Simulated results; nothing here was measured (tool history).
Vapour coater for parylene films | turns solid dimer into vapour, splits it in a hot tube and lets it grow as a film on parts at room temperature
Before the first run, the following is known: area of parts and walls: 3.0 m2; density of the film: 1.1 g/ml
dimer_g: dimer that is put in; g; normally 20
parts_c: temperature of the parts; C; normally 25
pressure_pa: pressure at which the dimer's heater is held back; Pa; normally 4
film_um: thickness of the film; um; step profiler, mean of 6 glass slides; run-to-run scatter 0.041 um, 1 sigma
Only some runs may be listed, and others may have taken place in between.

{"run": 1, "day": 0.0, "dimer_g": 20, "parts_c": 25, "pressure_pa": 4, "film_um": 4.38}
{"run": 2, "day": 1.396, "dimer_g": 20, "parts_c": 25, "pressure_pa": 4, "film_um": 4.34}
{"run": 3, "day": 2.783, "dimer_g": 20, "parts_c": 25, "pressure_pa": 4, "film_um": 4.37}
{"run": 4, "day": 3.488, "dimer_g": 20, "parts_c": 25, "pressure_pa": 4, "film_um": 4.34}
{"run": 5, "day": 4.954, "dimer_g": 20, "parts_c": 25, "pressure_pa": 4, "film_um": 4.4}
{"run": 6, "day": 5.883, "dimer_g": 20, "parts_c": 25, "pressure_pa": 4, "film_um": 4.34}
{"run": 7, "day": 7.371, "dimer_g": 20, "parts_c": 25, "pressure_pa": 2.24, "film_um": 4.62}
{"run": 8, "day": 8.333, "dimer_g": 20, "parts_c": 25, "pressure_pa": 2.24, "film_um": 4.59}
{"run": 9, "day": 9.542, "dimer_g": 20, "parts_c": 25, "pressure_pa": 2.24, "film_um": 4.63}
{"run": 10, "day": 10.817, "dimer_g": 20, "parts_c": 24, "pressure_pa": 6.3, "film_um": 4.47}
{"run": 11, "day": 11.462, "dimer_g": 11, "parts_c": 19, "pressure_pa": 11.17, "film_um": 2.88}
{"day": 12.158, "done": "trap's valve overhauled"}
{"run": 12, "day": 12.471, "dimer_g": 9, "parts_c": 21, "pressure_pa": 10.06, "film_um": 2.13}
{"run": 13, "day": 13.504, "dimer_g": 9, "parts_c": 28, "pressure_pa": 7.68, "film_um": 1.66}
{"run": 14, "day": 14.783, "dimer_g": 9, "parts_c": 28, "pressure_pa": 7.68, "film_um": 1.67}
{"run": 15, "day": 16.15, "dimer_g": 15, "parts_c": 25, "pressure_pa": 6.41, "film_um": 3.19}
{"run": 16, "day": 16.862, "dimer_g": 9, "parts_c": 35, "pressure_pa": 2.55, "film_um": 1.42}
{"run": 17, "day": 17.912, "dimer_g": 9, "parts_c": 35, "pressure_pa": 2.55, "film_um": 1.39}
{"run": 18, "day": 19.458, "dimer_g": 15, "parts_c": 29, "pressure_pa": 3.98, "film_um": 2.83}

What if the next run were any one of these 4? Each begins from the tool's condition after run 18:
{"run": "A", "day": 20.317, "dimer_g": 15, "parts_c": 31, "pressure_pa": 3.98, "film_um": "?"}
{"run": "B", "day": 20.317, "dimer_g": 14, "parts_c": 34, "pressure_pa": 3.98, "film_um": "?"}
{"run": "C", "day": 20.317, "dimer_g": 27, "parts_c": 29, "pressure_pa": 2.52, "film_um": "?"}
{"run": "D", "day": 20.317, "dimer_g": 31, "parts_c": 36, "pressure_pa": 7.93, "film_um": "?"}

run=A film_um=2.6
run=B film_um=2.12
run=C film_um=5.15
run=D film_um=4.08
With no hidden state in the tool, these same runs would have given:
run=A film_um=2.6
run=B film_um=2.13
run=C film_um=5.16
run=D film_um=4.09
